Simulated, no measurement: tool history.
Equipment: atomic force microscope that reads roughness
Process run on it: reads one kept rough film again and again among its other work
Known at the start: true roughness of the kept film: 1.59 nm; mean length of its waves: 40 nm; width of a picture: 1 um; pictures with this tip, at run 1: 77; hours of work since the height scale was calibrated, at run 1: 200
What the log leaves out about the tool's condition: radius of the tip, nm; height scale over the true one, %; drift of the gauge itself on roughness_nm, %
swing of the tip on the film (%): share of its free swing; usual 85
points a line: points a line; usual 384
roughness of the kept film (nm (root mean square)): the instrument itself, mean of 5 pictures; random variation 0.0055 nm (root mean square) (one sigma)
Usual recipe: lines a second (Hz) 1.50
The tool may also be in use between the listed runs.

run	hour	lines a second (Hz)	swing of the tip on the film (%)	points a line	pictures with this tip	hours of work since the height scale was calibrated	roughness of the kept film (nm (root mean square))
1	0.0	1.50	85	384	77	200	1.223
# hour 4.9: new tip fitted
2	8.4	1.50	85	384	8	206	1.276
3	17.0	1.50	85	384	26	211	1.248
4	26.1	1.50	85	384	45	217	1.236
5	40.2	1.50	85	384	75	227	1.208
# hour 47.1: new tip fitted
6	53.5	1.50	85	384	14	235	1.266
7	68.7	1.50	85	486	46	245	1.239
8	87.2	1.26	85	384	85	257	1.240
# hour 89.4: new tip fitted
9	101.8	1.26	85	384	26	266	1.284
10	114.1	1.26	85	384	52	274	1.267
# hour 131.4: new tip fitted
11	132.6	1.21	85	384	3	286	1.322
12	147.4	1.21	85	384	34	296	1.293
13	155.2	1.50	85	384	50	301	1.242
14	170.2	1.50	85	384	82	311	1.209
# hour 173.9: new tip fitted
15	179.5	1.50	85	384	11	317	1.268
16	187.6	1.50	85	384	29	322	1.247
17	199.8	1.50	85	384	54	330	1.226
18	209.7	1.50	85	384	75	336	1.214
# hour 215.7: new tip fitted
19	222.8	1.50	85	443	15	345	1.276
20	232.8	1.50	85	257	36	351	1.245
21	247.9	1.50	85	257	67	361	1.214
# hour 250.5: height scale calibrated on a step standard
# hour 259.2: new tip fitted
22	261.2	1.50	85	266	4	7	1.262
23	268.8	1.50	85	482	20	12	1.253
24	280.9	1.50	68	384	46	20	1.378
25	292.9	1.50	68	384	71	27	1.358
# hour 301.0: new tip fitted
26	309.7	1.50	85	384	19	38	1.258
27	321.7	1.50	60	384	44	46	1.413
# hour 326.2: height scale calibrated on a step standard, once more
28	331.2	0.60	60	384	62	3	1.449
# hour 344.2: new tip fitted
29	349.7	1.50	68	449	12	15	1.414
30	364.2	1.50	81	454	42	25	1.278
31	381.0	1.45	64	454	78	36	1.374
# hour 385.9: new tip fitted
32	391.6	1.45	64	315	12	42	1.440
33	404.3	1.99	73	656	39	51	1.298
34	414.5	2.02	89	402	60	57	1.107
# hour 427.1: new tip fitted
35	428.8	2.02	89	402	3	66	1.152
36	444.1	2.02	89	402	36	76	1.133
37	458.3	3.98	85	384	66	86	0.948
# hour 468.4: new tip fitted
38	476.9	3.98	85	384	18	98	0.974
39	490.6	2.43	89	384	47	107	1.050
40	499.3	0.97	58	467	65	112	1.436
# hour 509.6: new tip fitted
41	517.6	0.97	58	467	17	124	1.492
42	529.1	0.97	58	467	41	131	1.462
43	540.8	0.97	58	467	66	139	1.447
# hour 551.7: new tip fitted
44	558.8	0.97	58	467	15	151	1.490
45	570.3	0.97	58	467	40	158	1.464
46	578.6	2.25	60	694	57	164	1.379
# hour 592.6: new tip fitted
47	597.4	1.50	86	384	10	176	1.255
48	606.9	1.50	86	265	30	182	1.224
49	615.0	1.50	86	265	47	187	1.216
50	630.7	0.66	85	384	80	198	1.339
# hour 634.7: new tip fitted
51	647.7	1.50	76	795	28	208	1.333
52	659.8	3.29	59	286	53	216	1.337

Run by run, hidden condition taken away, random variation retained:
run	roughness of the kept film (nm (root mean square))
1	1.287
2	1.288
3	1.275
4	1.279
5	1.276
6	1.282
7	1.284
8	1.318
9	1.313
10	1.317
11	1.331
12	1.327
13	1.289
14	1.281
15	1.285
16	1.280
17	1.281
18	1.289
19	1.294
20	1.278
21	1.271
22	1.278
23	1.281
24	1.434
25	1.436
26	1.285
27	1.467
28	1.513
29	1.429
30	1.319
31	1.452
32	1.455
33	1.335
34	1.156
35	1.158
36	1.164
37	0.992
38	0.989
39	1.088
40	1.506
41	1.513
42	1.506
43	1.515
44	1.513
45	1.512
46	1.440
47	1.270
48	1.255
49	1.261
50	1.421
51	1.364
52	1.391
